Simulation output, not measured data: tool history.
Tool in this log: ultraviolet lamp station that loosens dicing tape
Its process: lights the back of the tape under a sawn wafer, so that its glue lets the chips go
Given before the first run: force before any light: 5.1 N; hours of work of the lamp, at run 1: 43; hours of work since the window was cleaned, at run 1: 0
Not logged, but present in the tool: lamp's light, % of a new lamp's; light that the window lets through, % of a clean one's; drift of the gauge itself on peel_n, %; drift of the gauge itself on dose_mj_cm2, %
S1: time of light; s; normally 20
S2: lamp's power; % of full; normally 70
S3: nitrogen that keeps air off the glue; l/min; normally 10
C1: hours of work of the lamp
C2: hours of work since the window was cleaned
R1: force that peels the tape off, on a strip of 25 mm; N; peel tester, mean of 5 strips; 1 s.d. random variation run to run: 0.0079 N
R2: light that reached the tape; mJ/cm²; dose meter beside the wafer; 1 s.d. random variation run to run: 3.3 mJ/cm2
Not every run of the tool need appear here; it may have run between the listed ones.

| run | hour | S1 | S2 | S3 | C1 | C2 | R1 | R2 |
|---|---|---|---|---|---|---|---|---|
| 1 | 0 | 20 | 70 | 10 | 43 | 0 | 0.343 | 503 |
| 2 | 43.3 | 20 | 70 | 9 | 65 | 22 | 0.385 | 493 |
| 3 | 91.6 | 21 | 70 | 9 | 89 | 46 | 0.356 | 507 |
| 4 | 143.6 | 21 | 70 | 9 | 116 | 73 | 0.381 | 492 |
| 5 | 205.4 | 20 | 70 | 3 | 147 | 104 | 0.829 | 459 |
| 6 | 258.9 | 20 | 70 | 3 | 174 | 131 | 0.837 | 446 |
| 7 | 288.6 | 36 | 70 | 3 | 189 | 146 | 0.267 | 805 |
| 8 | 340.8 | 36 | 70 | 9 | 215 | 172 | 0.141 | 781 |
| 9 | 382.6 | 20 | 70 | 10 | 236 | 193 | 0.464 | 423 |
| 10 | 447.9 | 20 | 70 | 10 | 269 | 226 | 0.526 | 414 |
|  | 458.8 | window cleaned of glue's vapour |
| 11 | 487.3 | 20 | 87 | 10 | 289 | 14 | 0.35 | 501 |
| 12 | 521.3 | 20 | 74 | 10 | 306 | 32 | 0.521 | 418 |
| 13 | 573 | 20 | 74 | 10 | 332 | 58 | 0.533 | 409 |
| 14 | 612.4 | 21 | 70 | 10 | 352 | 78 | 0.542 | 394 |
|  | 615.7 | window cleaned of glue's vapour, once more |
| 15 | 647.3 | 21 | 70 | 10 | 370 | 16 | 0.481 | 435 |
| 16 | 703.2 | 21 | 70 | 10 | 398 | 44 | 0.485 | 422 |
| 17 | 738 | 38 | 69 | 10 | 415 | 62 | 0.149 | 747 |
| 18 | 780 | 10 | 76 | 8 | 437 | 83 | 1.632 | 211 |
| 19 | 809.8 | 20 | 92 | 10 | 452 | 98 | 0.328 | 506 |
| 20 | 851.8 | 15 | 85 | 4 | 473 | 119 | 1.127 | 341 |
| 21 | 914.8 | 14 | 70 | 4 | 505 | 151 | 1.595 | 253 |
| 22 | 970.6 | 21 | 70 | 5 | 533 | 179 | 0.851 | 377 |

What will run 23 give?
| 23 | 1024.6 | 21 | 70 | 5 | 560 | 207 | ? | ? |

{"run 23": {"R1": 0.906, "R2": 364}}
Were there no unlogged condition in the tool, this run, its random variation unchanged, would have produced R1 0.412 N, R2 551 mJ/cm².

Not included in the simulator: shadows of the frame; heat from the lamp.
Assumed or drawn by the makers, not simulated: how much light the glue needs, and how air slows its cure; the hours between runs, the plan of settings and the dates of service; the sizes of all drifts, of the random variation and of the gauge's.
